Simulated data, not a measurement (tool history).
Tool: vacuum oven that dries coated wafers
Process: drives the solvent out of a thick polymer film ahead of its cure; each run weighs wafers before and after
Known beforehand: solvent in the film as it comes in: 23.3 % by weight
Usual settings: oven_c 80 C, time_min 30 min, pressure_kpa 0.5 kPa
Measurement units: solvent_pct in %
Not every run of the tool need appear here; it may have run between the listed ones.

| run | hour | oven_c | time_min | pressure_kpa | solvent_pct |
|---|---|---|---|---|---|
| 1 | 0 | 80 | 30 | 0.5 | 1.14 |
| 2 | 25.1 | 80 | 19 | 0.5 | 2.9 |
| 3 | 72.8 | 80 | 30 | 0.5 | 1.13 |
| 4 | 98.4 | 80 | 30 | 0.5 | 1.15 |
| 5 | 152.3 | 80 | 30 | 0.5 | 1.15 |
| 6 | 179.3 | 80 | 48 | 0.5 | 0.48 |
| 7 | 217.6 | 80 | 48 | 0.5 | 0.45 |
| 8 | 242.6 | 80 | 30 | 0.5 | 1.11 |
| 9 | 289.7 | 80 | 30 | 0.5 | 1.19 |
| 10 | 324.4 | 80 | 30 | 0.5 | 1.13 |
| 11 | 373.1 | 85 | 30 | 0.5 | 0.47 |
| 12 | 398.8 | 85 | 30 | 0.5 | 0.47 |
| 13 | 426 | 85 | 30 | 0.5 | 0.5 |
| 14 | 474.4 | 80 | 30 | 0.386 | 1.07 |
| 15 | 497.1 | 80 | 30 | 0.386 | 1.1 |
| 16 | 522.7 | 80 | 18 | 0.386 | 3.14 |
| 17 | 558.8 | 80 | 18 | 0.386 | 3.12 |
| 18 | 594.1 | 80 | 22 | 0.386 | 2.14 |
| 19 | 643.5 | 80 | 34 | 0.5 | 0.87 |
| 20 | 692.1 | 80 | 30 | 0.5 | 1.15 |
| 21 | 719.9 | 80 | 30 | 0.5 | 1.16 |
| 22 | 753.3 | 80 | 30 | 0.5 | 1.17 |
| 23 | 800.8 | 80 | 30 | 0.5 | 1.17 |
| 24 | 826.5 | 80 | 30 | 0.5 | 1.17 |
| 25 | 863.3 | 80 | 30 | 0.5 | 1.14 |
| 26 | 892.7 | 73 | 30 | 0.368 | 3.31 |
| 27 | 925.1 | 66 | 17 | 0.418 | 10.68 |
| 28 | 956.5 | 80 | 30 | 1.143 | 1.54 |
| 29 | 1010 | 80 | 17 | 1.143 | 3.88 |
| 30 | 1051.4 | 82 | 40 | 1.159 | 0.83 |
| 31 | 1082.6 | 82 | 40 | 1.159 | 0.88 |
| 32 | 1108.4 | 79 | 25 | 0.862 | 2.22 |
| 33 | 1146.5 | 95 | 49 | 0.612 | 0.23 |
| 34 | 1187.8 | 80 | 16 | 0.46 | 3.83 |
| 35 | 1226.6 | 80 | 16 | 0.46 | 3.83 |
| 36 | 1256.3 | 80 | 16 | 1.773 | 4.58 |
| 37 | 1306.6 | 80 | 16 | 1.139 | 4.22 |
| 38 | 1337.7 | 80 | 16 | 1.139 | 4.16 |
| 39 | 1382.4 | 90 | 46 | 1.047 | 0.48 |
| 40 | 1421.8 | 90 | 46 | 1.047 | 0.49 |
| 41 | 1474.3 | 70 | 40 | 0.505 | 3.21 |
| 42 | 1521.8 | 74 | 19 | 0.64 | 5.8 |
| 43 | 1546.1 | 77 | 30 | 1.912 | 2.89 |
| 44 | 1585.1 | 94 | 33 | 1.009 | 0.4 |
| 45 | 1612.3 | 69 | 27 | 0.936 | 6.43 |
| 46 | 1665.4 | 87 | 18 | 0.291 | 0.95 |
| 47 | 1714.3 | 87 | 18 | 0.291 | 0.96 |

Between the runs listed above, the log contained 1 entry, not reproduced here. Where in the sequence does each belong, and how does what the log doesn't record of the tool's condition differ from the listed run before to the listed run after?
Between runs 33 and 34: oven's thermocouples calibrated (hour 1163)
  true wafer temperature over the reading, C: 0.02 -> 0.01
